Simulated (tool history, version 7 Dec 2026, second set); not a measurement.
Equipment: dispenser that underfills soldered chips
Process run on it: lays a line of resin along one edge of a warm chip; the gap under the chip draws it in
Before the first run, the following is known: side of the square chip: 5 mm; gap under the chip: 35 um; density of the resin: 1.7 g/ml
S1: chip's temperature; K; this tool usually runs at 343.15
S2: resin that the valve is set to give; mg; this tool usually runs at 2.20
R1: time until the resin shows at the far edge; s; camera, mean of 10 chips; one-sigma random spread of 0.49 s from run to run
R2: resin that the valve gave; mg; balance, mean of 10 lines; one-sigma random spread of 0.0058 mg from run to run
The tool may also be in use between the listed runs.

| run | hour | S1 | S2 | R1 | R2 |
|---|---|---|---|---|---|
| 1 | 0.0 | 343.15 | 2.20 | 47.3 | 2.160 |
|  | 3.8 | new syringe of resin |
| 2 | 6.5 | 343.15 | 2.20 | 40.4 | 2.168 |
|  | 16.9 | new syringe of resin |
| 3 | 18.0 | 343.15 | 2.20 | 38.1 | 2.141 |
|  | 29.4 | new syringe of resin |
| 4 | 29.9 | 343.15 | 2.20 | 36.9 | 2.141 |
| 5 | 38.7 | 343.15 | 2.20 | 48.1 | 2.134 |
|  | 42.2 | new syringe of resin |
| 6 | 48.5 | 343.15 | 2.20 | 43.9 | 2.134 |
|  | 54.7 | new syringe of resin |
| 7 | 54.7 | 343.15 | 2.20 | 36.5 | 2.122 |
| 8 | 64.2 | 344.15 | 2.11 | 47.4 | 2.030 |
|  | 67.6 | new syringe of resin |
| 9 | 76.2 | 344.15 | 2.11 | 45.7 | 2.027 |
|  | 80.4 | new syringe of resin |
| 10 | 85.5 | 336.15 | 2.20 | 60.2 | 2.107 |
|  | 92.7 | new syringe of resin |
| 11 | 98.3 | 336.15 | 2.20 | 60.1 | 2.087 |

How would selected steps in R1 from run to run divide? Give the signed amount a tool lacking its hidden state would still show from settings, what came in and random variation, and the signed amount left for the hidden state, including any gauge scatter that is not in both of the compared results.
Hidden state at play: resin's viscosity, % of fresh resin's; dose that the valve gives, % of what is set; true chip temperature over the reading, C; drift of the gauge itself on fill_s, %; drift of the gauge itself on given_mg, %.
Run 7 -> 8: S1 343.15 -> 344.15, S2 2.20 -> 2.11. R1 +10.9 s: hidden state +11.7, all else -0.8.
Run 9 -> 10: S1 344.15 -> 336.15, S2 2.11 -> 2.20, new syringe of resin. R1 +14.5 s: hidden state -2.0, all else +16.5.
